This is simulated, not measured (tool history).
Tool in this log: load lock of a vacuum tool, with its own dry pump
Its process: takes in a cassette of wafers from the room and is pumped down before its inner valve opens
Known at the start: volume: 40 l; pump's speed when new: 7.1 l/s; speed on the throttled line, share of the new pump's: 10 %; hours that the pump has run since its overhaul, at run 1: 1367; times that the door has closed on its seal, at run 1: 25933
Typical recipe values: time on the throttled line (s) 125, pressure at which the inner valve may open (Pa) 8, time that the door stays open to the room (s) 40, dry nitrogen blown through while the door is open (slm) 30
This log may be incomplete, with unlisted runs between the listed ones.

run,hour,time on the throttled line (s),pressure at which the inner valve may open (Pa),time that the door stays open to the room (s),dry nitrogen blown through while the door is open (slm),hours that the pump has run since its overhaul,times that the door has closed on its seal,"incoming humidity of the room's air, %",time from the closed door until the inner valve may open (s),rise of the pressure with all valves shut (Pa/min)
1,0.0,125,8,40,30,1367,25933,44.3,166.4,0.181
2,165.2,125,8,40,30,1532,26752,44.7,168.1,0.196
# hour 372.7: door's seal changed, seat wiped
3,395.1,64,8,40,30,1760,111,45.2,112.5,0.020
4,569.6,64,13,40,30,1935,976,43.8,110.0,0.017
5,680.6,127,8,40,30,2046,1527,44.7,169.5,0.026
6,827.8,127,8,40,30,2193,2257,42.9,168.8,0.021
7,957.7,127,8,40,5,2323,2901,46.9,169.1,0.035
8,1130.3,127,8,40,5,2496,3757,45.7,170.7,0.039
9,1362.3,125,8,40,30,2728,4908,44.9,168.1,0.035
10,1564.8,75,8,40,30,2930,5912,44.9,122.8,0.032
11,1799.1,125,8,40,30,3164,7074,47.3,169.9,0.039
12,1959.7,125,8,40,30,3325,7871,42.6,169.3,0.049
13,2096.9,163,8,205,30,3462,8551,47.5,203.7,0.059
14,2297.2,125,8,40,6,3663,9545,44.4,168.0,0.060
15,2480.0,125,6,102,6,3845,10451,44.0,172.0,0.075
16,2681.0,125,6,102,6,4046,11448,43.3,169.7,0.087
17,2827.8,127,10,40,27,4193,12176,44.8,169.6,0.061
18,2989.6,202,8,26,44,4355,12979,44.3,238.4,0.062
19,3156.6,125,13,40,30,4522,13807,47.0,165.1,0.071
20,3287.2,75,15,209,30,4653,14455,43.8,121.4,0.084

For run 21, what comes out?
21,3461.0,71,8,183,11,4826,15317,45.7,?,?

{"run 21": {"time from the closed door until the inner valve may open (s)": 121.8, "rise of the pressure with all valves shut (Pa/min)": 0.11}}
Minus the tool's unlogged condition, the same run would have read time from the closed door until the inner valve may open (s) 117.3, rise of the pressure with all valves shut (Pa/min) 0.047.
